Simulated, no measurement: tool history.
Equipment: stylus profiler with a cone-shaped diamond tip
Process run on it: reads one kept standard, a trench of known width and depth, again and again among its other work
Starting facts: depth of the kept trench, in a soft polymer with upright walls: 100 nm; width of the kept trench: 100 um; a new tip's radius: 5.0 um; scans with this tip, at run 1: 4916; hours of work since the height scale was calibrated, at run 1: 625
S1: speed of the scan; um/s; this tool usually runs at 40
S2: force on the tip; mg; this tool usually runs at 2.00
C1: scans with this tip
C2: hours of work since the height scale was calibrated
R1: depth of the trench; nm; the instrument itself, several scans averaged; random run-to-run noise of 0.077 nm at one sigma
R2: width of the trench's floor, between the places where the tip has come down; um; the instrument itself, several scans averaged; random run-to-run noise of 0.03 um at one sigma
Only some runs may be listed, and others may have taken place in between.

| run | hour | S1 | S2 | C1 | C2 | R1 | R2 |
|---|---|---|---|---|---|---|---|
| 1 | 0.0 | 40 | 2.00 | 4916 | 625 | 100.97 | 97.51 |
| 2 | 41.9 | 40 | 2.00 | 5108 | 649 | 101.00 | 97.50 |
| 3 | 67.4 | 40 | 2.00 | 5225 | 664 | 101.10 | 97.48 |
| 4 | 104.5 | 79 | 2.00 | 5395 | 686 | 101.24 | 97.26 |
| 5 | 149.4 | 79 | 2.00 | 5601 | 712 | 100.98 | 97.27 |
| 6 | 185.6 | 79 | 2.00 | 5767 | 733 | 101.16 | 97.32 |
| 7 | 232.7 | 79 | 2.00 | 5983 | 761 | 101.07 | 97.24 |
| 8 | 271.8 | 79 | 2.00 | 6163 | 784 | 100.91 | 97.34 |
| 9 | 318.9 | 79 | 2.00 | 6379 | 811 | 101.18 | 97.28 |
|  | 322.0 | height scale calibrated on a step standard |
| 10 | 371.0 | 40 | 1.02 | 6615 | 29 | 101.11 | 97.30 |
| 11 | 411.5 | 13 | 3.72 | 6801 | 52 | 101.74 | 97.54 |
| 12 | 463.6 | 10 | 2.00 | 7040 | 83 | 101.28 | 97.55 |
| 13 | 506.4 | 32 | 1.96 | 7237 | 108 | 101.42 | 97.41 |
|  | 515.0 | height scale calibrated on a step standard, once more |
| 14 | 554.1 | 17 | 1.31 | 7453 | 23 | 100.55 | 97.47 |
| 15 | 594.6 | 17 | 1.31 | 7639 | 46 | 100.57 | 97.46 |
| 16 | 647.3 | 134 | 5.97 | 7881 | 77 | 101.60 | 97.19 |
| 17 | 685.7 | 23 | 1.87 | 8057 | 100 | 100.93 | 97.43 |
| 18 | 729.2 | 108 | 4.12 | 8257 | 125 | 101.48 | 97.19 |
| 19 | 764.8 | 108 | 4.12 | 8420 | 146 | 101.27 | 97.21 |
| 20 | 788.6 | 108 | 4.12 | 8529 | 160 | 101.44 | 97.14 |

Consider 4 possible next runs. They are alternatives, not a sequence: every one starts from the tool as it was left by run 20. What does each give?
| A | 839.8 | 54 | 2.14 | 8764 | 190 | ? | ? |
| B | 839.8 | 40 | 0.78 | 8764 | 190 | ? | ? |
| C | 839.8 | 59 | 2.00 | 8764 | 190 | ? | ? |
| D | 839.8 | 17 | 0.97 | 8764 | 190 | ? | ? |

| run | R1 | R2 |
|---|---|---|
| A | 100.95 | 97.27 |
| B | 100.54 | 97.21 |
| C | 100.99 | 97.23 |
| D | 100.65 | 97.43 |
The same runs, with their run-to-run variation unchanged, on a tool lacking any hidden condition would have given:
| run | R1 | R2 |
|---|---|---|
| A | 100.82 | 97.77 |
| B | 100.41 | 97.72 |
| C | 100.86 | 97.73 |
| D | 100.52 | 97.93 |

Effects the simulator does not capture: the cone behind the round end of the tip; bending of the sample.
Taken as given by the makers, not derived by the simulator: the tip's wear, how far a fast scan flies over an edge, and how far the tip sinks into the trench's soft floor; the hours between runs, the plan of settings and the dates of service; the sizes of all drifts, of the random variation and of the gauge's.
